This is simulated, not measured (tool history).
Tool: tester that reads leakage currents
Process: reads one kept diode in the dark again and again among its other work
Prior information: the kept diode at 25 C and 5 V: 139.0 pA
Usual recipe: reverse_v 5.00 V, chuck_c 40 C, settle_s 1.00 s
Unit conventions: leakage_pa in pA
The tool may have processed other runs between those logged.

{"run": 1, "day": 0.0, "reverse_v": 5.0, "chuck_c": 40, "settle_s": 1.0, "leakage_pa": 494.38}
{"run": 2, "day": 3.329, "reverse_v": 5.0, "chuck_c": 40, "settle_s": 1.0, "leakage_pa": 496.73}
{"run": 3, "day": 8.979, "reverse_v": 5.0, "chuck_c": 40, "settle_s": 1.0, "leakage_pa": 493.28}
{"run": 4, "day": 12.046, "reverse_v": 5.0, "chuck_c": 40, "settle_s": 1.0, "leakage_pa": 493.42}
{"run": 5, "day": 16.304, "reverse_v": 2.31, "chuck_c": 40, "settle_s": 1.0, "leakage_pa": 358.11}
{"run": 6, "day": 21.8, "reverse_v": 2.31, "chuck_c": 40, "settle_s": 1.0, "leakage_pa": 358.33}
{"run": 7, "day": 28.108, "reverse_v": 5.0, "chuck_c": 54, "settle_s": 1.0, "leakage_pa": 1445.93}
{"run": 8, "day": 32.621, "reverse_v": 5.0, "chuck_c": 54, "settle_s": 1.0, "leakage_pa": 1447.55}
{"run": 9, "day": 36.238, "reverse_v": 5.0, "chuck_c": 40, "settle_s": 1.0, "leakage_pa": 492.81}
{"run": 10, "day": 43.021, "reverse_v": 5.0, "chuck_c": 40, "settle_s": 1.0, "leakage_pa": 490.63}
{"run": 11, "day": 48.842, "reverse_v": 5.0, "chuck_c": 40, "settle_s": 1.0, "leakage_pa": 493.37}
{"run": 12, "day": 52.671, "reverse_v": 12.84, "chuck_c": 40, "settle_s": 1.0, "leakage_pa": 734.85}
{"run": 13, "day": 58.304, "reverse_v": 12.84, "chuck_c": 40, "settle_s": 1.0, "leakage_pa": 731.58}
{"run": 14, "day": 64.312, "reverse_v": 12.84, "chuck_c": 40, "settle_s": 1.0, "leakage_pa": 733.08}
{"run": 15, "day": 70.812, "reverse_v": 5.0, "chuck_c": 40, "settle_s": 0.34, "leakage_pa": 496.43}
{"run": 16, "day": 75.396, "reverse_v": 5.0, "chuck_c": 40, "settle_s": 0.34, "leakage_pa": 497.0}
{"run": 17, "day": 78.729, "reverse_v": 5.0, "chuck_c": 40, "settle_s": 0.34, "leakage_pa": 498.44}
{"run": 18, "day": 83.629, "reverse_v": 5.0, "chuck_c": 40, "settle_s": 0.34, "leakage_pa": 496.43}
{"run": 19, "day": 88.179, "reverse_v": 5.0, "chuck_c": 20, "settle_s": 1.0, "leakage_pa": 91.01}
{"run": 20, "day": 92.042, "reverse_v": 5.0, "chuck_c": 20, "settle_s": 1.0, "leakage_pa": 90.76}
{"run": 21, "day": 97.183, "reverse_v": 11.28, "chuck_c": 20, "settle_s": 0.47, "leakage_pa": 133.03}
{"day": 100.288, "done": "probe card cleaned and baked"}
{"run": 22, "day": 103.529, "reverse_v": 11.28, "chuck_c": 20, "settle_s": 0.47, "leakage_pa": 133.96}
{"run": 23, "day": 107.692, "reverse_v": 10.18, "chuck_c": 22, "settle_s": 1.76, "leakage_pa": 144.66}
{"run": 24, "day": 111.025, "reverse_v": 10.18, "chuck_c": 22, "settle_s": 1.76, "leakage_pa": 144.22}
{"run": 25, "day": 115.479, "reverse_v": 10.18, "chuck_c": 22, "settle_s": 1.76, "leakage_pa": 144.67}
{"run": 26, "day": 121.242, "reverse_v": 5.0, "chuck_c": 22, "settle_s": 7.19, "leakage_pa": 106.78}
{"run": 27, "day": 127.271, "reverse_v": 1.56, "chuck_c": 22, "settle_s": 7.19, "leakage_pa": 65.32}
{"run": 28, "day": 131.904, "reverse_v": 5.64, "chuck_c": 24, "settle_s": 2.64, "leakage_pa": 133.76}
{"run": 29, "day": 138.95, "reverse_v": 5.0, "chuck_c": 40, "settle_s": 0.69, "leakage_pa": 494.7}
{"run": 30, "day": 144.817, "reverse_v": 5.0, "chuck_c": 40, "settle_s": 1.62, "leakage_pa": 490.66}
{"day": 148.112, "done": "chuck's temperature calibrated"}
{"run": 31, "day": 149.471, "reverse_v": 2.65, "chuck_c": 40, "settle_s": 1.62, "leakage_pa": 378.23}
{"run": 32, "day": 155.792, "reverse_v": 12.75, "chuck_c": 40, "settle_s": 1.62, "leakage_pa": 724.24}
{"run": 33, "day": 162.042, "reverse_v": 3.42, "chuck_c": 29, "settle_s": 1.5, "leakage_pa": 169.34}
{"run": 34, "day": 165.3, "reverse_v": 1.85, "chuck_c": 32, "settle_s": 1.23, "leakage_pa": 169.33}
{"run": 35, "day": 172.304, "reverse_v": 13.89, "chuck_c": 46, "settle_s": 1.0, "leakage_pa": 1216.12}
{"run": 36, "day": 175.967, "reverse_v": 2.6, "chuck_c": 42, "settle_s": 1.37, "leakage_pa": 439.22}
{"run": 37, "day": 181.908, "reverse_v": 3.9, "chuck_c": 45, "settle_s": 7.4, "leakage_pa": 661.11}
{"run": 38, "day": 186.917, "reverse_v": 5.0, "chuck_c": 55, "settle_s": 1.4, "leakage_pa": 1554.94}
{"run": 39, "day": 193.779, "reverse_v": 5.0, "chuck_c": 55, "settle_s": 1.4, "leakage_pa": 1569.07}
{"run": 40, "day": 198.233, "reverse_v": 4.4, "chuck_c": 40, "settle_s": 1.0, "leakage_pa": 467.23}

Results per run with the tool's hidden condition removed, run-to-run variation unchanged:
The hidden state here: stray current of the dirty probe card, pA a volt; current scale over the true one, %; true chuck temperature over the reading, C; drift of the gauge itself on leakage_pa, %.
run=1 leakage_pa=494.94
run=2 leakage_pa=497.31
run=3 leakage_pa=493.89
run=4 leakage_pa=494.05
run=5 leakage_pa=358.61
run=6 leakage_pa=358.85
run=7 leakage_pa=1448.05
run=8 leakage_pa=1449.76
run=9 leakage_pa=493.60
run=10 leakage_pa=491.47
run=11 leakage_pa=494.24
run=12 leakage_pa=736.08
run=13 leakage_pa=732.86
run=14 leakage_pa=734.42
run=15 leakage_pa=497.45
run=16 leakage_pa=498.05
run=17 leakage_pa=499.52
run=18 leakage_pa=497.54
run=19 leakage_pa=91.15
run=20 leakage_pa=90.90
run=21 leakage_pa=133.15
run=22 leakage_pa=134.34
run=23 leakage_pa=145.10
run=24 leakage_pa=144.66
run=25 leakage_pa=145.12
run=26 leakage_pa=107.12
run=27 leakage_pa=65.54
run=28 leakage_pa=134.21
run=29 leakage_pa=496.28
run=30 leakage_pa=492.27
run=31 leakage_pa=378.26
run=32 leakage_pa=724.32
run=33 leakage_pa=169.37
run=34 leakage_pa=169.38
run=35 leakage_pa=1216.55
run=36 leakage_pa=439.42
run=37 leakage_pa=661.46
run=38 leakage_pa=1555.86
run=39 leakage_pa=1570.13
run=40 leakage_pa=467.57

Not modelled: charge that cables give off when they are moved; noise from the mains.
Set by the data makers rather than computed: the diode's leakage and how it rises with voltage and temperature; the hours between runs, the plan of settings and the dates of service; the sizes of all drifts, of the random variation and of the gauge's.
